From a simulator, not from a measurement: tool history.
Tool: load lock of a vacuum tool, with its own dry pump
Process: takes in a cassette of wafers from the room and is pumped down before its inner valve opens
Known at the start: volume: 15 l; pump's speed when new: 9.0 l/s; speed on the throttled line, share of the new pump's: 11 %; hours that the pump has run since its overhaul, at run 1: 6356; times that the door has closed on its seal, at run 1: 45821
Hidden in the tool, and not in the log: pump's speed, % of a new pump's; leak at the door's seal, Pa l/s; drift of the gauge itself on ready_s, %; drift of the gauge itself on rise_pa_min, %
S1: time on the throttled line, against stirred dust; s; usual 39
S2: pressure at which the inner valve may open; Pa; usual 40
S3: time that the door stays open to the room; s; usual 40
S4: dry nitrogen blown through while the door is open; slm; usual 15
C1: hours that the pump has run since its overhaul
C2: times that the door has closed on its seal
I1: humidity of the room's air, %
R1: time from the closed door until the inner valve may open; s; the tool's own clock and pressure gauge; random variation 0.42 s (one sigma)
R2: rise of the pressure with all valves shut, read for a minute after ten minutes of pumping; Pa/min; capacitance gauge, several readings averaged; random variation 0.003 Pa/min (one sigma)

run 1 hour=0 | S1=39 S2=40 S3=40 S4=15 | C1=6356 C2=45821 | I1=43.7 | R1=48.5 R2=0.026
run 2 hour=358.8 | S1=39 S2=40 S3=40 S4=15 | C1=6715 C2=46675 | I1=47.1 | R1=47.3 R2=0.028
run 3 hour=651.5 | S1=39 S2=40 S3=40 S4=15 | C1=7008 C2=47372 | I1=43.3 | R1=47.8 R2=0.033
run 4 hour=1133.6 | S1=39 S2=40 S3=40 S4=15 | C1=7490 C2=48519 | I1=44 | R1=48 R2=0.024
run 5 hour=1393.9 | S1=77 S2=40 S3=40 S4=15 | C1=7750 C2=49138 | I1=46.6 | R1=82.3 R2=0.028
run 6 hour=1850.5 | S1=77 S2=40 S3=40 S4=15 | C1=8207 C2=50225 | I1=42.8 | R1=81 R2=0.027
run 7 hour=2314.6 | S1=39 S2=40 S3=40 S4=15 | C1=8671 C2=51329 | I1=43.3 | R1=48 R2=0.03
run 8 hour=2608.5 | S1=39 S2=40 S3=40 S4=15 | C1=8965 C2=52029 | I1=43.2 | R1=47.9 R2=0.027
run 9 hour=3102.7 | S1=39 S2=40 S3=40 S4=4 | C1=9459 C2=53205 | I1=43.1 | R1=48.4 R2=0.042
run 10 hour=3377.6 | S1=39 S2=40 S3=40 S4=4 | C1=9734 C2=53859 | I1=44.6 | R1=47.8 R2=0.042
run 11 hour=3682.6 | S1=39 S2=40 S3=40 S4=4 | C1=10039 C2=54585 | I1=43.2 | R1=48.7 R2=0.041
run 12 hour=4077 | S1=39 S2=35 S3=40 S4=15 | C1=10433 C2=55524 | I1=45.4 | R1=48.3 R2=0.034
run 13 hour=4519.4 | S1=39 S2=40 S3=229 S4=15 | C1=10875 C2=56576 | I1=43.9 | R1=48.3 R2=0.052
run 14 hour=4920 | S1=39 S2=40 S3=229 S4=15 | C1=11276 C2=57530 | I1=40.3 | R1=48.1 R2=0.048
run 15 hour=5335.3 | S1=39 S2=40 S3=229 S4=15 | C1=11691 C2=58518 | I1=45.6 | R1=47.4 R2=0.055
run 16 hour=5836 | S1=51 S2=69 S3=43 S4=20 | C1=12192 C2=59710 | I1=48.8 | R1=58.6 R2=0.028
run 17 hour=6275.9 | S1=51 S2=69 S3=43 S4=20 | C1=12632 C2=60757 | I1=43.8 | R1=57.1 R2=0.026
run 18 hour=6662.5 | S1=26 S2=67 S3=43 S4=20 | C1=13019 C2=61677 | I1=45.4 | R1=35.5 R2=0.03
run 19 hour=7131.9 | S1=26 S2=58 S3=130 S4=38 | C1=13488 C2=62794 | I1=44.5 | R1=36 R2=0.035
run 20 hour=7550.6 | S1=26 S2=58 S3=130 S4=38 | C1=13907 C2=63790 | I1=42.7 | R1=36.3 R2=0.029
run 21 hour=7819.5 | S1=30 S2=40 S3=199 S4=11 | C1=14176 C2=64431 | I1=41.7 | R1=40.4 R2=0.049
run 22 hour=8317.9 | S1=30 S2=40 S3=199 S4=11 | C1=14674 C2=65617 | I1=46.3 | R1=39.9 R2=0.062
run 23 hour=8761 | S1=30 S2=40 S3=199 S4=11 | C1=15117 C2=66671 | I1=46.9 | R1=39.4 R2=0.068
run 24 hour=9172 | S1=39 S2=71 S3=40 S4=4 | C1=15528 C2=67649 | I1=43.9 | R1=47.3 R2=0.046
run 25 hour=9682.6 | S1=65 S2=71 S3=37 S4=4 | C1=16039 C2=68864 | I1=44 | R1=70.3 R2=0.048
run 26 hour=10164.9 | S1=39 S2=69 S3=56 S4=34 | C1=16521 C2=70012 | I1=46.5 | R1=47 R2=0.017
run 27 hour=10602 | S1=39 S2=69 S3=56 S4=34 | C1=16958 C2=71052 | I1=45.8 | R1=47.4 R2=0.022
run 28 hour=11038.7 | S1=55 S2=40 S3=25 S4=15 | C1=17395 C2=72092 | I1=46.8 | R1=62.9 R2=0.029

5 ways to go on from here, each from the tool as it stands after run 28. What would each give?
run A hour=11328.4 | S1=25 S2=52 S3=25 S4=5 | C1=17685 C2=72781 | I1=43.1 | R1=? R2=?
run B hour=11328.4 | S1=44 S2=40 S3=25 S4=15 | C1=17685 C2=72781 | I1=48.4 | R1=? R2=?
run C hour=11328.4 | S1=49 S2=77 S3=40 S4=15 | C1=17685 C2=72781 | I1=43.8 | R1=? R2=?
run D hour=11328.4 | S1=55 S2=44 S3=94 S4=15 | C1=17685 C2=72781 | I1=46 | R1=? R2=?
run E hour=11328.4 | S1=75 S2=41 S3=40 S4=29 | C1=17685 C2=72781 | I1=41.4 | R1=? R2=?

run=A R1=35.5 R2=0.037
run=B R1=52.8 R2=0.027
run=C R1=55.6 R2=0.031
run=D R1=62.1 R2=0.037
run=E R1=79.7 R2=0.025
Without the tool's hidden state the same runs would have given:
run=A R1=35.5 R2=0.036
run=B R1=52.8 R2=0.026
run=C R1=55.6 R2=0.03
run=D R1=62.1 R2=0.036
run=E R1=79.7 R2=0.024

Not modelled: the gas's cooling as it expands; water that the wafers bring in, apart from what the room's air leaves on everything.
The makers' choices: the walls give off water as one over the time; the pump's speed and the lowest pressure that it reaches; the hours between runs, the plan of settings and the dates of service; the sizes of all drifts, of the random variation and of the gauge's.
